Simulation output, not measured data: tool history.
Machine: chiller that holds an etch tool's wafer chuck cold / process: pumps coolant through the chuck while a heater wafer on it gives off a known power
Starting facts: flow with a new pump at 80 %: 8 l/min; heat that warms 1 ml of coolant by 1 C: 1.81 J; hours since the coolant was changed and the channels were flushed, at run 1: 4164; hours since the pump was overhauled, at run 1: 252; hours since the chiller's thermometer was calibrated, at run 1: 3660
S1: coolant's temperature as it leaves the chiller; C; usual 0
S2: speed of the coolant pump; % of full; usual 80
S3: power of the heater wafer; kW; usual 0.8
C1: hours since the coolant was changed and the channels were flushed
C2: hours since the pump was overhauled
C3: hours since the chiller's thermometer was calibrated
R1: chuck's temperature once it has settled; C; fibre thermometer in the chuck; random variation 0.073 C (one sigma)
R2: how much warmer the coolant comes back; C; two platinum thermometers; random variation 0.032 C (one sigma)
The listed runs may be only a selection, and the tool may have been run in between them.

run 1 hour=0 | S1=0 S2=80 S3=0.8 | C1=4164 C2=252 C3=3660 | R1=6.02 R2=3.34
run 2 hour=43 | S1=0 S2=80 S3=0.8 | C1=4207 C2=295 C3=3703 | R1=6 R2=3.37
run 3 hour=132.2 | S1=0 S2=89 S3=0.8 | C1=4296 C2=384 C3=3793 | R1=5.57 R2=3.07
run 4 hour=195.2 | S1=-10 S2=80 S3=0.8 | C1=4359 C2=448 C3=3856 | R1=-3.98 R2=3.38
run 5 hour=292.1 | S1=-10 S2=80 S3=0.8 | C1=4456 C2=544 C3=3953 | R1=-3.87 R2=3.33
run 6 hour=348.7 | S1=-10 S2=80 S3=0.8 | C1=4513 C2=601 C3=4009 | R1=-4.05 R2=3.36
-- hour=358.7 coolant pump overhauled
run 7 hour=421.6 | S1=-10 S2=80 S3=0.415 | C1=4581 C2=63 C3=4077 | R1=-7.23 R2=1.79
-- hour=454.8 coolant changed, channels flushed
run 8 hour=520.5 | S1=-10 S2=80 S3=0.415 | C1=66 C2=156 C3=4170 | R1=-7.62 R2=1.81
run 9 hour=590 | S1=4 S2=79 S3=0.446 | C1=135 C2=225 C3=4239 | R1=6.63 R2=1.97
run 10 hour=637.7 | S1=2 S2=76 S3=0.8 | C1=183 C2=273 C3=4287 | R1=7.45 R2=3.65
-- hour=719.2 coolant pump overhauled, once more
run 11 hour=723.7 | S1=2 S2=91 S3=0.515 | C1=264 C2=4 C3=4368 | R1=4.6 R2=1.93
run 12 hour=816.6 | S1=-3 S2=93 S3=1.185 | C1=357 C2=97 C3=4461 | R1=4.02 R2=4.26
run 13 hour=873.1 | S1=-3 S2=93 S3=1.185 | C1=413 C2=154 C3=4518 | R1=4.03 R2=4.26
run 14 hour=955.8 | S1=3 S2=80 S3=0.834 | C1=496 C2=237 C3=4600 | R1=8.34 R2=3.56
run 15 hour=1037.5 | S1=8 S2=69 S3=0.8 | C1=578 C2=318 C3=4682 | R1=13.83 R2=3.9
run 16 hour=1107.3 | S1=4 S2=91 S3=0.526 | C1=648 C2=388 C3=4752 | R1=6.76 R2=1.95

For some of the steps in R1 from one run to the next: how much would appear even if the tool had no hidden state, given the settings, what came in and random variation, and how much remains for the hidden state plus any gauge scatter that the measured result and the result without hidden state don't share?
Hidden state at play: heat passed by the chuck's channels, % of clean ones'; flow at a given pump speed, % of a new pump's; coolant's true temperature over the reading, C; drift of the gauge itself on chuck_c, C; drift of the gauge itself on warmer_back_c, C.
Run 7 -> 8: coolant changed, channels flushed. R1 -0.39 C: hidden state -0.5, all else +0.11.
Run 8 -> 9: S1 -10 -> 4, S2 80 -> 79, S3 0.415 -> 0.446. R1 +14.25 C: hidden state +0, all else +14.25.
